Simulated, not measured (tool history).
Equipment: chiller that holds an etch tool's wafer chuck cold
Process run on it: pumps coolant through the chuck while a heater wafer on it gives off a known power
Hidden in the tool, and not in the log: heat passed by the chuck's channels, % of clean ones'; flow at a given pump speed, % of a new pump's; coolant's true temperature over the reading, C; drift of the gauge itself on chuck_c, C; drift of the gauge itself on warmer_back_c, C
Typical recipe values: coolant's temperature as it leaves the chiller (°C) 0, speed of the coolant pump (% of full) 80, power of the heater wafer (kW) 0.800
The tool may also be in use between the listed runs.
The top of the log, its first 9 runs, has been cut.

run,hour,coolant's temperature as it leaves the chiller (°C),speed of the coolant pump (% of full),power of the heater wafer (kW),hours since the coolant was changed and the channels were flushed,hours since the pump was overhauled,hours since the chiller's thermometer was calibrated,chuck's temperature once it has settled (°C),how much warmer the coolant comes back (C)
10,666.7,0,80,0.685,542,4012,3648,5.2,1.77
11,721.1,0,80,0.685,597,4066,3702,5.5,1.75
12,784.1,0,80,0.685,660,4129,3766,5.3,1.75
13,888.4,0,80,0.800,764,4234,3870,6.3,2.09
14,982.7,0,80,0.800,858,4328,3964,6.4,2.08
# hour 1035.6: chiller's thermometer calibrated
15,1046.9,0,80,0.800,921,4391,11,5.9,2.03
16,1153.4,0,80,0.800,1028,4498,118,6.1,2.05
17,1209.9,2,73,0.565,1084,4554,174,6.6,1.57
18,1302.0,-1,86,0.425,1177,4646,266,1.9,1.01
19,1353.7,0,74,0.612,1228,4698,318,5.1,1.75
20,1444.7,-1,60,0.612,1319,4789,409,5.2,2.13
21,1511.3,7,100,0.513,1386,4856,476,10.3,1.09
22,1589.6,7,100,0.513,1464,4934,554,10.1,1.04
23,1633.9,4,81,0.513,1508,4978,598,7.9,1.26
24,1718.8,-2,75,0.442,1593,5063,683,1.6,1.21
25,1792.3,0,61,0.800,1667,5137,757,7.8,2.80
26,1888.7,3,65,0.590,1763,5233,853,8.7,1.90
27,1932.8,3,65,0.406,1807,5277,897,6.9,1.39
28,2012.4,-2,94,0.800,1887,5357,977,3.2,1.78
29,2109.6,0,94,0.800,1984,5454,1074,5.3,1.76
30,2209.8,9,83,0.749,2084,5554,1174,14.7,1.92
31,2256.2,9,83,0.749,2131,5600,1221,14.7,1.93
32,2301.0,0,80,0.606,2176,5645,1265,4.6,1.57

Consider 4 possible next runs. They are alternatives, not a sequence: every one starts from the tool as it was left by run 32. What does each give?
A,2399.8,-4,80,0.884,2274,5744,1364,?,?
B,2399.8,0,61,0.800,2274,5744,1364,?,?
C,2399.8,4,79,0.593,2274,5744,1364,?,?
D,2399.8,-2,80,0.909,2274,5744,1364,?,?

run,chuck's temperature once it has settled (°C),how much warmer the coolant comes back (C)
A,3.0,2.34
B,8.2,2.81
C,8.6,1.55
D,5.1,2.42
With no hidden state in the tool, these same runs would have given:
run,chuck's temperature once it has settled (°C),how much warmer the coolant comes back (C)
A,2.2,2.16
B,7.3,2.60
C,8.1,1.43
D,4.3,2.24
